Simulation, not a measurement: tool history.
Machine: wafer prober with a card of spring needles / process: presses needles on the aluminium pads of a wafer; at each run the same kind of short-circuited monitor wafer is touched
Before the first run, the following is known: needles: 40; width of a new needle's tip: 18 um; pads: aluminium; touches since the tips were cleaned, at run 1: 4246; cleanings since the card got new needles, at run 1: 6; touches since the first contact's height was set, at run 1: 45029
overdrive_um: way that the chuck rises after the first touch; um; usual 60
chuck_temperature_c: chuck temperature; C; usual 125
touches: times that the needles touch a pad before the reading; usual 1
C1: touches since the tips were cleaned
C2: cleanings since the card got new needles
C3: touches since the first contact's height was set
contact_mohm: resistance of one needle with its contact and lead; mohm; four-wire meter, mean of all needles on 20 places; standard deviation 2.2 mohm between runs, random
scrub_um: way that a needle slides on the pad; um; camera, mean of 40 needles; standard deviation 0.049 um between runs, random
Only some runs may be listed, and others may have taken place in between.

run 1 hour=0.0 | overdrive_um=60 chuck_temperature_c=125 touches=1 | C1=4246 C2=6 C3=45029 | contact_mohm=243 scrub_um=10.03
-- hour=3.4 tips cleaned on abrasive film
run 2 hour=4.3 | overdrive_um=60 chuck_temperature_c=28 touches=1 | C1=431 C2=7 C3=47228 | contact_mohm=219 scrub_um=10.06
run 3 hour=11.5 | overdrive_um=60 chuck_temperature_c=28 touches=1 | C1=4289 C2=7 C3=51086 | contact_mohm=216 scrub_um=10.11
-- hour=15.2 tips cleaned on abrasive film
run 4 hour=17.6 | overdrive_um=60 chuck_temperature_c=125 touches=2 | C1=1286 C2=8 C3=54253 | contact_mohm=245 scrub_um=10.05
run 5 hour=23.4 | overdrive_um=60 chuck_temperature_c=125 touches=2 | C1=4325 C2=8 C3=57292 | contact_mohm=244 scrub_um=10.07
-- hour=26.6 tips cleaned on abrasive film
run 6 hour=32.5 | overdrive_um=60 chuck_temperature_c=125 touches=2 | C1=3113 C2=9 C3=62090 | contact_mohm=244 scrub_um=10.10
-- hour=38.0 tips cleaned on abrasive film
run 7 hour=42.1 | overdrive_um=60 chuck_temperature_c=125 touches=2 | C1=2211 C2=10 C3=67135 | contact_mohm=245 scrub_um=9.96
run 8 hour=47.1 | overdrive_um=60 chuck_temperature_c=125 touches=2 | C1=4829 C2=10 C3=69753 | contact_mohm=243 scrub_um=10.01
-- hour=49.3 tips cleaned on abrasive film
run 9 hour=51.7 | overdrive_um=60 chuck_temperature_c=125 touches=2 | C1=1267 C2=11 C3=72155 | contact_mohm=240 scrub_um=10.08
run 10 hour=56.4 | overdrive_um=60 chuck_temperature_c=125 touches=2 | C1=3764 C2=11 C3=74652 | contact_mohm=244 scrub_um=10.03
-- hour=61.0 tips cleaned on abrasive film
run 11 hour=62.1 | overdrive_um=43 chuck_temperature_c=125 touches=1 | C1=601 C2=12 C3=77621 | contact_mohm=261 scrub_um=7.25
run 12 hour=66.5 | overdrive_um=43 chuck_temperature_c=125 touches=2 | C1=2918 C2=12 C3=79938 | contact_mohm=257 scrub_um=7.17
-- hour=72.7 tips cleaned on abrasive film
run 13 hour=73.2 | overdrive_um=43 chuck_temperature_c=125 touches=2 | C1=228 C2=13 C3=83398 | contact_mohm=261 scrub_um=7.20
run 14 hour=82.6 | overdrive_um=43 chuck_temperature_c=125 touches=2 | C1=5206 C2=13 C3=88376 | contact_mohm=262 scrub_um=7.11
-- hour=84.2 tips cleaned on abrasive film
run 15 hour=91.7 | overdrive_um=43 chuck_temperature_c=125 touches=2 | C1=3975 C2=14 C3=93188 | contact_mohm=259 scrub_um=7.20
-- hour=96.3 tips cleaned on abrasive film
run 16 hour=97.1 | overdrive_um=60 chuck_temperature_c=125 touches=1 | C1=418 C2=15 C3=95991 | contact_mohm=242 scrub_um=10.07
run 17 hour=103.0 | overdrive_um=60 chuck_temperature_c=125 touches=2 | C1=3523 C2=15 C3=99096 | contact_mohm=241 scrub_um=10.11
-- hour=108.0 tips cleaned on abrasive film
run 18 hour=108.0 | overdrive_um=60 chuck_temperature_c=125 touches=2 | C1=0 C2=16 C3=101687 | contact_mohm=245 scrub_um=10.06
run 19 hour=116.2 | overdrive_um=70 chuck_temperature_c=27 touches=1 | C1=4367 C2=16 C3=106054 | contact_mohm=210 scrub_um=11.68
-- hour=119.4 tips cleaned on abrasive film
run 20 hour=125.6 | overdrive_um=70 chuck_temperature_c=27 touches=1 | C1=3276 C2=17 C3=110970 | contact_mohm=208 scrub_um=11.73
-- hour=130.8 tips cleaned on abrasive film
run 21 hour=131.7 | overdrive_um=70 chuck_temperature_c=27 touches=1 | C1=499 C2=18 C3=114163 | contact_mohm=208 scrub_um=11.70
-- hour=136.5 height of the first contact set anew
run 22 hour=139.2 | overdrive_um=70 chuck_temperature_c=27 touches=1 | C1=4296 C2=18 C3=1453 | contact_mohm=206 scrub_um=11.72
-- hour=142.7 tips cleaned on abrasive film
run 23 hour=147.4 | overdrive_um=45 chuck_temperature_c=72 touches=1 | C1=2453 C2=19 C3=5710 | contact_mohm=240 scrub_um=7.56
run 24 hour=153.8 | overdrive_um=70 chuck_temperature_c=90 touches=2 | C1=5891 C2=19 C3=9148 | contact_mohm=227 scrub_um=11.70
-- hour=154.7 tips cleaned on abrasive film
run 25 hour=159.6 | overdrive_um=70 chuck_temperature_c=90 touches=3 | C1=2634 C2=20 C3=12162 | contact_mohm=227 scrub_um=11.78
-- hour=166.5 tips cleaned on abrasive film
run 26 hour=167.5 | overdrive_um=70 chuck_temperature_c=90 touches=3 | C1=532 C2=21 C3=16297 | contact_mohm=227 scrub_um=11.80
run 27 hour=175.2 | overdrive_um=57 chuck_temperature_c=112 touches=1 | C1=4577 C2=21 C3=20342 | contact_mohm=242 scrub_um=9.52
-- hour=178.1 tips cleaned on abrasive film
run 28 hour=180.7 | overdrive_um=57 chuck_temperature_c=112 touches=1 | C1=1408 C2=22 C3=23226 | contact_mohm=241 scrub_um=9.52
run 29 hour=186.3 | overdrive_um=57 chuck_temperature_c=112 touches=1 | C1=4373 C2=22 C3=26191 | contact_mohm=240 scrub_um=9.47
-- hour=189.4 tips cleaned on abrasive film
run 30 hour=192.0 | overdrive_um=77 chuck_temperature_c=102 touches=1 | C1=1341 C2=23 C3=29125 | contact_mohm=226 scrub_um=12.99
run 31 hour=199.6 | overdrive_um=77 chuck_temperature_c=102 touches=1 | C1=5396 C2=23 C3=33180 | contact_mohm=228 scrub_um=12.89
-- hour=201.3 tips cleaned on abrasive film
run 32 hour=204.6 | overdrive_um=77 chuck_temperature_c=102 touches=1 | C1=1765 C2=24 C3=35764 | contact_mohm=228 scrub_um=12.93
run 33 hour=209.4 | overdrive_um=44 chuck_temperature_c=37 touches=2 | C1=4293 C2=24 C3=38292 | contact_mohm=227 scrub_um=7.39

How the hidden state differs across the entries between the runs, from the last listed run before each to the first after it:
After run 1, before run 2: tips cleaned on abrasive film (hour 3.4)
  debris on the tips, nm: 0.1 -> 0
After run 3, before run 4: tips cleaned on abrasive film (hour 15.2)
  debris on the tips, nm: 0.1 -> 0
After run 5, before run 6: tips cleaned on abrasive film (hour 26.6)
  nothing in the hidden state changes from one run to the other
After run 6, before run 7: tips cleaned on abrasive film (hour 38.0)
  nothing in the hidden state changes from one run to the other
After run 8, before run 9: tips cleaned on abrasive film (hour 49.3)
  debris on the tips, nm: 0.1 -> 0
After run 10, before run 11: tips cleaned on abrasive film (hour 61.0)
  debris on the tips, nm: 0.1 -> 0
After run 12, before run 13: tips cleaned on abrasive film (hour 72.7)
  debris on the tips, nm: 0.1 -> 0
After run 14, before run 15: tips cleaned on abrasive film (hour 84.2)
  nothing in the hidden state changes from one run to the other
After run 15, before run 16: tips cleaned on abrasive film (hour 96.3)
  debris on the tips, nm: 0.1 -> 0
After run 17, before run 18: tips cleaned on abrasive film (hour 108.0)
  debris on the tips, nm: 0.1 -> 0
After run 19, before run 20: tips cleaned on abrasive film (hour 119.4)
  nothing in the hidden state changes from one run to the other
After run 20, before run 21: tips cleaned on abrasive film (hour 130.8)
  debris on the tips, nm: 0.1 -> 0
After run 21, before run 22: height of the first contact set anew (hour 136.5)
  debris on the tips, nm: 0 -> 0.1
After run 22, before run 23: tips cleaned on abrasive film (hour 142.7)
  nothing in the hidden state changes from one run to the other
After run 24, before run 25: tips cleaned on abrasive film (hour 154.7)
  nothing in the hidden state changes from one run to the other
After run 25, before run 26: tips cleaned on abrasive film (hour 166.5)
  debris on the tips, nm: 0.1 -> 0
After run 27, before run 28: tips cleaned on abrasive film (hour 178.1)
  debris on the tips, nm: 0.1 -> 0
After run 29, before run 30: tips cleaned on abrasive film (hour 189.4)
  debris on the tips, nm: 0.1 -> 0
After run 31, before run 32: tips cleaned on abrasive film (hour 201.3)
  debris on the tips, nm: 0.1 -> 0

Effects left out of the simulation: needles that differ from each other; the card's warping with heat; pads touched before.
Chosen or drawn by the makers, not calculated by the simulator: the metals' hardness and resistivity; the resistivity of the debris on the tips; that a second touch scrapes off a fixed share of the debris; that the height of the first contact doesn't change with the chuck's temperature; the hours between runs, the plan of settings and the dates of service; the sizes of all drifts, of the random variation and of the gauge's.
